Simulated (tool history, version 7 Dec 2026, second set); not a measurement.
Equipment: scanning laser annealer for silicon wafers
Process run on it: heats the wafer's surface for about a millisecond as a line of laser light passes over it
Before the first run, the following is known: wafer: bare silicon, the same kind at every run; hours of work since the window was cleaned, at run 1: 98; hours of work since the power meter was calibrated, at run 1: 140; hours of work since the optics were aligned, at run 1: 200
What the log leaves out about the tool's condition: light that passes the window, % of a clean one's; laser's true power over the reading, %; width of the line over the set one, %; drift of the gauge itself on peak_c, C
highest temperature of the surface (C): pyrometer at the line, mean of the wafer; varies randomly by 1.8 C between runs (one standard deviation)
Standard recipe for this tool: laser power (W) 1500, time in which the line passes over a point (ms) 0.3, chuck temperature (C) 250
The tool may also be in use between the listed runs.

| run | hour | laser power (W) | time in which the line passes over a point (ms) | chuck temperature (C) | hours of work since the window was cleaned | hours of work since the power meter was calibrated | hours of work since the optics were aligned | highest temperature of the surface (C) |
|---|---|---|---|---|---|---|---|---|
| 1 | 0 | 1500 | 0.3 | 250 | 98 | 140 | 200 | 980 |
| 2 | 8.3 | 1500 | 0.3 | 250 | 104 | 145 | 206 | 979 |
| 3 | 22.8 | 1500 | 0.3 | 250 | 114 | 155 | 215 | 978 |
| 4 | 33.4 | 1500 | 0.3 | 250 | 121 | 162 | 223 | 982 |
| 5 | 45.1 | 1500 | 0.3 | 250 | 129 | 170 | 231 | 982 |
| 6 | 55 | 1500 | 0.3 | 250 | 136 | 177 | 237 | 978 |
| 7 | 67.3 | 1500 | 0.3 | 250 | 144 | 185 | 246 | 979 |
| 8 | 74.9 | 1500 | 0.3 | 250 | 149 | 191 | 251 | 980 |
| 9 | 91.1 | 1500 | 0.3 | 250 | 160 | 202 | 262 | 980 |
| 10 | 98.6 | 1500 | 0.3 | 250 | 165 | 207 | 267 | 978 |
| 11 | 106.2 | 1500 | 0.3 | 250 | 170 | 212 | 272 | 978 |
| 12 | 121.9 | 1500 | 0.3 | 250 | 181 | 222 | 283 | 979 |
| 13 | 129.9 | 1500 | 0.3 | 250 | 186 | 228 | 288 | 978 |
| 14 | 146.1 | 1500 | 0.3 | 250 | 197 | 239 | 299 | 980 |
| 15 | 155.3 | 1581 | 0.3 | 250 | 204 | 245 | 305 | 1030 |
| 16 | 171.4 | 1581 | 0.3 | 250 | 215 | 256 | 316 | 1027 |
| 17 | 178.5 | 1538 | 0.247 | 231 | 219 | 261 | 321 | 919 |
| 18 | 186.1 | 1582 | 0.3 | 251 | 224 | 266 | 326 | 1032 |
| 19 | 193.9 | 1582 | 0.3 | 251 | 230 | 271 | 331 | 1030 |
| 20 | 203 | 1313 | 0.213 | 255 | 236 | 277 | 338 | 782 |
| 21 | 216.4 | 1280 | 0.268 | 250 | 245 | 287 | 347 | 811 |

Estimate the outcome of run 22 from the log above:
| 22 | 230.1 | 1280 | 0.268 | 250 | 254 | 296 | 356 | ? |

highest temperature of the surface (C): 812
On a tool with no hidden condition, and with the same random variation, this run would have come out at highest temperature of the surface (C) 812.

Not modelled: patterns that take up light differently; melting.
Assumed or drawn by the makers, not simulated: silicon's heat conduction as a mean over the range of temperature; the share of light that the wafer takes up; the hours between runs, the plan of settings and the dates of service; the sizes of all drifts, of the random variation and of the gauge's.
